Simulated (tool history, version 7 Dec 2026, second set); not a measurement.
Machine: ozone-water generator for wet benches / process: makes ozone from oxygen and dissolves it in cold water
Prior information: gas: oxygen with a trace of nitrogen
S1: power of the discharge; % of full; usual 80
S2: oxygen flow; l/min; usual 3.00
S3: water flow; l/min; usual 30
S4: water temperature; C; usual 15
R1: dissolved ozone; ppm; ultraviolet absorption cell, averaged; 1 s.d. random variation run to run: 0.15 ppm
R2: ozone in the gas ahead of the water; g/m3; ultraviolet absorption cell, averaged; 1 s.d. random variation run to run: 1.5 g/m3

run   hour  S1    S2  S3  S4    R1     R2
  1    0.0  80  3.00  30  15  17.5  279.9
  2   83.0  80  3.00  30  23  16.1  280.7
  3  198.5  99  3.00  30  15  19.5  314.2
  4  257.4  99  3.00  23  15  26.0  317.0
  5  357.8  99  3.00  23  15  25.7  316.2
  6  442.5  56  3.00  30  15  14.3  230.5
  7  555.1  71  1.70  39   8  11.2  387.8
  8  612.6  71  1.70  39   8  11.3  386.7
  9  693.3  98  1.70  39  19  12.6  460.2
 10  807.5  98  1.70  39  19  12.8  458.3

Here are 5 independent what-if runs from the current tool condition. What would each one return?
  A  865.1  98  1.70  24  19   ?   ?
  B  865.1  78  1.70  37   9   ?   ?
  C  865.1  98  3.00  28   9   ?   ?
  D  865.1  78  3.00  30  19   ?   ?
  E  865.1  98  2.43  39  19   ?   ?

run    R1     R2
  A  22.6  460.7
  B  12.6  406.4
  C  22.1  312.9
  D  16.6  276.4
  E  13.7  363.4
Stripped of hidden state, with their random variation kept, the same runs would have yielded:
run    R1     R2
  A  22.7  461.6
  B  12.6  407.1
  C  22.2  313.5
  D  16.6  276.9
  E  13.8  364.1
